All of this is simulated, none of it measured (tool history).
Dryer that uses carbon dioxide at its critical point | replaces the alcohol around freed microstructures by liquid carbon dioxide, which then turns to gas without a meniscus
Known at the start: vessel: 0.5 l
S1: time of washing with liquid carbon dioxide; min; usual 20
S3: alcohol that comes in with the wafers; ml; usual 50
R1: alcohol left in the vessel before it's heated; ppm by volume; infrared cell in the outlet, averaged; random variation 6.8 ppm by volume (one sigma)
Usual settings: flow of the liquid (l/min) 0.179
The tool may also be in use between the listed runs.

{"run": 1, "hour": 0.0, "S1": 20, "flow of the liquid (l/min)": 0.179, "S3": 50, "R1": 554}
{"run": 2, "hour": 11.8, "S1": 20, "flow of the liquid (l/min)": 0.179, "S3": 50, "R1": 578}
{"run": 3, "hour": 19.5, "S1": 20, "flow of the liquid (l/min)": 0.179, "S3": 50, "R1": 575}
{"run": 4, "hour": 26.4, "S1": 20, "flow of the liquid (l/min)": 0.179, "S3": 50, "R1": 591}
{"run": 5, "hour": 37.5, "S1": 20, "flow of the liquid (l/min)": 0.179, "S3": 50, "R1": 593}
{"run": 6, "hour": 48.0, "S1": 20, "flow of the liquid (l/min)": 0.179, "S3": 50, "R1": 615}
{"run": 7, "hour": 56.3, "S1": 20, "flow of the liquid (l/min)": 0.159, "S3": 50, "R1": 1112}
{"run": 8, "hour": 66.8, "S1": 20, "flow of the liquid (l/min)": 0.294, "S3": 50, "R1": 59}
{"run": 9, "hour": 77.7, "S1": 20, "flow of the liquid (l/min)": 0.294, "S3": 50, "R1": 47}
{"run": 10, "hour": 95.5, "S1": 20, "flow of the liquid (l/min)": 0.294, "S3": 50, "R1": 49}
{"run": 11, "hour": 108.1, "S1": 22, "flow of the liquid (l/min)": 0.179, "S3": 50, "R1": 224}
{"run": 12, "hour": 118.7, "S1": 22, "flow of the liquid (l/min)": 0.179, "S3": 50, "R1": 220}
{"run": 13, "hour": 134.2, "S1": 30, "flow of the liquid (l/min)": 0.133, "S3": 97, "R1": 398}
{"run": 14, "hour": 144.1, "S1": 30, "flow of the liquid (l/min)": 0.179, "S3": 69, "R1": 67}
{"run": 15, "hour": 152.0, "S1": 14, "flow of the liquid (l/min)": 0.179, "S3": 104, "R1": 3966}
{"run": 16, "hour": 162.0, "S1": 26, "flow of the liquid (l/min)": 0.218, "S3": 50, "R1": 58}
{"run": 17, "hour": 178.5, "S1": 20, "flow of the liquid (l/min)": 0.22, "S3": 33, "R1": 101}
{"run": 18, "hour": 189.7, "S1": 22, "flow of the liquid (l/min)": 0.161, "S3": 58, "R1": 502}
{"run": 19, "hour": 197.9, "S1": 22, "flow of the liquid (l/min)": 0.161, "S3": 58, "R1": 507}
{"run": 20, "hour": 205.9, "S1": 20, "flow of the liquid (l/min)": 0.161, "S3": 30, "R1": 438}
{"run": 21, "hour": 214.1, "S1": 27, "flow of the liquid (l/min)": 0.28, "S3": 84, "R1": 41}
{"run": 22, "hour": 225.7, "S1": 27, "flow of the liquid (l/min)": 0.28, "S3": 84, "R1": 38}
{"run": 23, "hour": 239.9, "S1": 17, "flow of the liquid (l/min)": 0.196, "S3": 49, "R1": 610}
{"run": 24, "hour": 255.7, "S1": 27, "flow of the liquid (l/min)": 0.109, "S3": 77, "R1": 1842}

Taken out of this log: 1 entry between the listed runs. Where each belongs, and how the hidden state differs across it:
Between runs 9 and 10: inlet filter changed (hour 91.6)
  flow that reaches the vessel past the clogged filter, %: 88.1 -> 99.8; alcohol in the recycled carbon dioxide, ppm: 34.1 -> 35.2
  measured less the result without the state, R1: +42 -> +30 ppm by volume

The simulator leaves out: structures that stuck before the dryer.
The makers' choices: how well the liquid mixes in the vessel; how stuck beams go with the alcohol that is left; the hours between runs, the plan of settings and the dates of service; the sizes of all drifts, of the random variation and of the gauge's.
